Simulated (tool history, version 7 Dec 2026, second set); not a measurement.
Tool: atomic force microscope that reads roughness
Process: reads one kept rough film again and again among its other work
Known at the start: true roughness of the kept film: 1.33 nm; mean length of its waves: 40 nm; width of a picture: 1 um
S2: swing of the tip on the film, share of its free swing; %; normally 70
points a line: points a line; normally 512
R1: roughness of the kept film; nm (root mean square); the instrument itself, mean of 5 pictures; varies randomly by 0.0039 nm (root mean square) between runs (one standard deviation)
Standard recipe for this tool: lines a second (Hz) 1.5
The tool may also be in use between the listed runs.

Run 1, hour 0: usual settings. Result: R1 1.199 nm (root mean square).
Run 2, hour 25.1: usual settings. Result: R1 1.191 nm (root mean square).
Run 3, hour 74.8: usual settings. Result: R1 1.181 nm (root mean square).
Run 4, hour 119.9: usual settings. Result: R1 1.172 nm (root mean square).
Run 5, hour 158.2: usual settings. Result: R1 1.207 nm (root mean square).
Run 6, hour 191: usual settings. Result: R1 1.198 nm (root mean square).
Run 7, hour 242: usual settings. Result: R1 1.189 nm (root mean square).
Run 8, hour 277.8: usual settings. Result: R1 1.188 nm (root mean square).
Run 9, hour 307.3: usual settings. Result: R1 1.177 nm (root mean square).
Run 10, hour 329: usual settings. Result: R1 1.174 nm (root mean square).
Run 11, hour 354.3: usual settings. Result: R1 1.168 nm (root mean square).
Run 12, hour 376: usual settings but points a line 408. Result: R1 1.207 nm (root mean square).
Run 13, hour 414.8: usual settings but lines a second (Hz) 2.81, points a line 408. Result: R1 1.138 nm (root mean square).
Run 14, hour 462.2: usual settings but lines a second (Hz) 2.81, points a line 408. Result: R1 1.129 nm (root mean square).
Run 15, hour 506.2: usual settings but lines a second (Hz) 2.81, points a line 408. Result: R1 1.112 nm (root mean square).
Run 16, hour 547.4: usual settings but lines a second (Hz) 2.6. Result: R1 1.115 nm (root mean square).
Run 17, hour 594.5: usual settings but points a line 479. Result: R1 1.188 nm (root mean square).
Run 18, hour 615.4: usual settings but points a line 479. Result: R1 1.191 nm (root mean square).
Run 19, hour 647.7: usual settings but points a line 479. Result: R1 1.184 nm (root mean square).
Run 20, hour 694: usual settings but lines a second (Hz) 3.68. Result: R1 1.076 nm (root mean square).
Run 21, hour 736.7: usual settings but lines a second (Hz) 0.65. Result: R1 1.212 nm (root mean square).
Run 22, hour 764: usual settings but lines a second (Hz) 0.9, S2 88 %, points a line 500. Result: R1 1.132 nm (root mean square).
Run 23, hour 789.4: usual settings but lines a second (Hz) 0.9, S2 88 %, points a line 500. Result: R1 1.16 nm (root mean square).
Run 24, hour 838.9: usual settings but S2 65 %, points a line 572. Result: R1 1.206 nm (root mean square).
Run 25, hour 861.7: usual settings but lines a second (Hz) 0.77, S2 76 %, points a line 267. Result: R1 1.213 nm (root mean square).
Run 26, hour 908.4: usual settings but lines a second (Hz) 2.31, S2 74 %, points a line 491. Result: R1 1.127 nm (root mean square).
Run 27, hour 930.8: usual settings but lines a second (Hz) 2.31, S2 74 %, points a line 491. Result: R1 1.125 nm (root mean square).
Run 28, hour 956.3: usual settings but lines a second (Hz) 2.31, S2 74 %, points a line 491. Result: R1 1.116 nm (root mean square).
Run 29, hour 993.8: usual settings but lines a second (Hz) 2.31, S2 74 %, points a line 491. Result: R1 1.142 nm (root mean square).
Run 30, hour 1040.9: usual settings but lines a second (Hz) 0.57. Result: R1 1.244 nm (root mean square).
Run 31, hour 1084.5: usual settings but lines a second (Hz) 0.57. Result: R1 1.233 nm (root mean square).
Run 32, hour 1118.4: usual settings but lines a second (Hz) 2.87, S2 63 %, points a line 314. Result: R1 1.165 nm (root mean square).
Run 33, hour 1144: usual settings but points a line 382. Result: R1 1.178 nm (root mean square).
Run 34, hour 1187.7: usual settings but lines a second (Hz) 2.38, S2 85 %. Result: R1 1.059 nm (root mean square).
Run 35, hour 1234.3: usual settings but lines a second (Hz) 2.38, S2 85 %. Result: R1 1.05 nm (root mean square).
Run 36, hour 1270.1: usual settings but lines a second (Hz) 2.38, S2 85 %. Result: R1 1.042 nm (root mean square).
Run 37, hour 1303: usual settings but lines a second (Hz) 2.38, S2 85 %. Result: R1 1.031 nm (root mean square).
Run 38, hour 1354.6: usual settings but lines a second (Hz) 0.73, S2 80 %, points a line 683. Result: R1 1.191 nm (root mean square).
Run 39, hour 1392.5: usual settings but lines a second (Hz) 2.18, points a line 320. Result: R1 1.177 nm (root mean square).

Taken out of this log: 9 entries between the listed runs. Where each belongs, and how the hidden state differs across it:
After run 4, before run 5: new tip fitted (hour 157.2)
  radius of the tip, nm: 16.9 -> 7.1; height scale over the true one, %: -0.61 -> -0.63
  difference, measured minus the result without the unlogged condition, R1: -0.045 -> -0.009 nm (root mean square)
After run 11, before run 12: new tip fitted (hour 362)
  radius of the tip, nm: 18.2 -> 8.2; height scale over the true one, %: -0.73 -> -0.75
  difference, measured minus the result without the unlogged condition, R1: -0.051 -> -0.014 nm (root mean square)
After run 16, before run 17: height scale calibrated on a step standard (hour 552.6); new tip fitted (hour 567)
  radius of the tip, nm: 17.5 -> 9.2; height scale over the true one, %: -0.83 -> -1.14
  difference, measured minus the result without the unlogged condition, R1: -0.047 -> -0.022 nm (root mean square)
After run 22, before run 23: new tip fitted (hour 770.8)
  radius of the tip, nm: 18.3 -> 8; height scale over the true one, %: -1.23 -> -1.24
  difference, measured minus the result without the unlogged condition, R1: -0.055 -> -0.018 nm (root mean square)
After run 24, before run 25: height scale calibrated on a step standard, once more (hour 861.7)
  radius of the tip, nm: 10.6 -> 11.8; height scale over the true one, %: -1.27 -> 0.07
  difference, measured minus the result without the unlogged condition, R1: -0.029 -> -0.018 nm (root mean square)
After run 28, before run 29: new tip fitted (hour 978)
  radius of the tip, nm: 16.7 -> 8.1; height scale over the true one, %: 0.02 -> 0
  difference, measured minus the result without the unlogged condition, R1: -0.035 -> -0.004 nm (root mean square)
After run 33, before run 34: new tip fitted (hour 1182.1)
  radius of the tip, nm: 16.2 -> 7.2; height scale over the true one, %: -0.08 -> -0.1
  difference, measured minus the result without the unlogged condition, R1: -0.035 -> -0.002 nm (root mean square)
After run 38, before run 39: new tip fitted (hour 1386.9)
  radius of the tip, nm: 16.9 -> 7.6; height scale over the true one, %: -0.19 -> -0.21
  difference, measured minus the result without the unlogged condition, R1: -0.041 -> -0.005 nm (root mean square)
